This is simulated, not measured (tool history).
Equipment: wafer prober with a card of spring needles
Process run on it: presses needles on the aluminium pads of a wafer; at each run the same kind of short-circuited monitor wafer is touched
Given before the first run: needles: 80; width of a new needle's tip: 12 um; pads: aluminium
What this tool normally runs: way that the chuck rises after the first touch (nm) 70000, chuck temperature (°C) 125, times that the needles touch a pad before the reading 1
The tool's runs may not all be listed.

| run | hour | way that the chuck rises after the first touch (nm) | chuck temperature (°C) | times that the needles touch a pad before the reading | resistance of one needle with its contact and lead (mohm) | way that a needle slides on the pad (nm) |
|---|---|---|---|---|---|---|
| 1 | 0 | 70000 | 125 | 1 | 190 | 17920 |
| 2 | 10.2 | 70000 | 125 | 2 | 192 | 17960 |
| 3 | 17.3 | 70000 | 59 | 1 | 175 | 17920 |
|  | 18.9 | tips cleaned on abrasive film |
| 4 | 30.6 | 70000 | 59 | 1 | 179 | 18010 |
|  | 42.1 | tips cleaned on abrasive film |
| 5 | 46.8 | 70000 | 59 | 1 | 176 | 18020 |
|  | 51.9 | height of the first contact set anew |
| 6 | 62.3 | 70000 | 59 | 1 | 176 | 18030 |
|  | 65.8 | tips cleaned on abrasive film |
| 7 | 78.2 | 90000 | 59 | 1 | 172 | 23220 |
|  | 89.6 | tips cleaned on abrasive film |
| 8 | 92.3 | 70000 | 125 | 1 | 194 | 18050 |
| 9 | 104.1 | 70000 | 125 | 1 | 190 | 18080 |
|  | 112.9 | tips cleaned on abrasive film |
| 10 | 120.4 | 70000 | 125 | 1 | 192 | 18120 |
| 11 | 127.3 | 70000 | 125 | 1 | 195 | 18130 |
|  | 136.4 | tips cleaned on abrasive film |
| 12 | 143.5 | 70000 | 125 | 1 | 189 | 18120 |
| 13 | 154.8 | 70000 | 125 | 1 | 188 | 18150 |
|  | 159.6 | tips cleaned on abrasive film |
| 14 | 161.8 | 70000 | 125 | 1 | 190 | 18160 |
| 15 | 177.7 | 70000 | 125 | 1 | 189 | 18190 |
|  | 183.3 | tips cleaned on abrasive film |
| 16 | 186.8 | 70000 | 125 | 1 | 192 | 18200 |
| 17 | 197.5 | 79000 | 125 | 1 | 191 | 20550 |
|  | 206.5 | tips cleaned on abrasive film |
| 18 | 213.3 | 84000 | 103 | 2 | 185 | 21880 |
| 19 | 221.4 | 62000 | 125 | 1 | 191 | 16200 |
|  | 229.8 | tips cleaned on abrasive film |
| 20 | 231.3 | 71000 | 125 | 1 | 188 | 18510 |
| 21 | 239.4 | 71000 | 125 | 1 | 194 | 18560 |
|  | 244.6 | gauge calibrated |
| 22 | 248.8 | 56000 | 125 | 2 | 194 | 14350 |
|  | 252.8 | tips cleaned on abrasive film |
| 23 | 261.4 | 74000 | 33 | 1 | 173 | 18960 |
| 24 | 273 | 74000 | 82 | 3 | 181 | 18960 |
|  | 276.2 | tips cleaned on abrasive film |
| 25 | 287.3 | 74000 | 82 | 3 | 182 | 19020 |
|  | 299.4 | tips cleaned on abrasive film |
| 26 | 303.1 | 57000 | 125 | 1 | 195 | 14660 |
| 27 | 312.4 | 78000 | 46 | 1 | 173 | 20090 |
|  | 322.4 | tips cleaned on abrasive film |
| 28 | 328.7 | 66000 | 99 | 1 | 186 | 17000 |
| 29 | 341.5 | 88000 | 36 | 3 | 172 | 22700 |
|  | 345.5 | tips cleaned on abrasive film |
| 30 | 356.1 | 83000 | 46 | 1 | 174 | 21440 |
| 31 | 365.4 | 83000 | 46 | 1 | 171 | 21470 |
|  | 368.6 | tips cleaned on abrasive film |
| 32 | 380.4 | 83000 | 54 | 1 | 171 | 21500 |
|  | 391.6 | tips cleaned on abrasive film |
| 33 | 393 | 60000 | 43 | 1 | 178 | 15560 |

Below are 4 alternative next runs, each starting from the tool's condition after run 33. Predict each:
|  | 405.4 | height of the first contact set anew |
| A | 408.4 | 74000 | 96 | 2 | ? | ? |
|  | 405.4 | height of the first contact set anew |
| B | 408.4 | 80000 | 43 | 2 | ? | ? |
|  | 405.4 | height of the first contact set anew |
| C | 408.4 | 70000 | 26 | 1 | ? | ? |
|  | 405.4 | height of the first contact set anew |
| D | 408.4 | 63000 | 125 | 2 | ? | ? |

| run | resistance of one needle with its contact and lead (mohm) | way that a needle slides on the pad (nm) |
|---|---|---|
| A | 185 | 19200 |
| B | 175 | 20810 |
| C | 173 | 18160 |
| D | 192 | 16370 |
What these runs would have given with no unlogged condition in the tool:
| run | resistance of one needle with its contact and lead (mohm) | way that a needle slides on the pad (nm) |
|---|---|---|
| A | 185 | 18940 |
| B | 175 | 20520 |
| C | 173 | 17910 |
| D | 191 | 16150 |
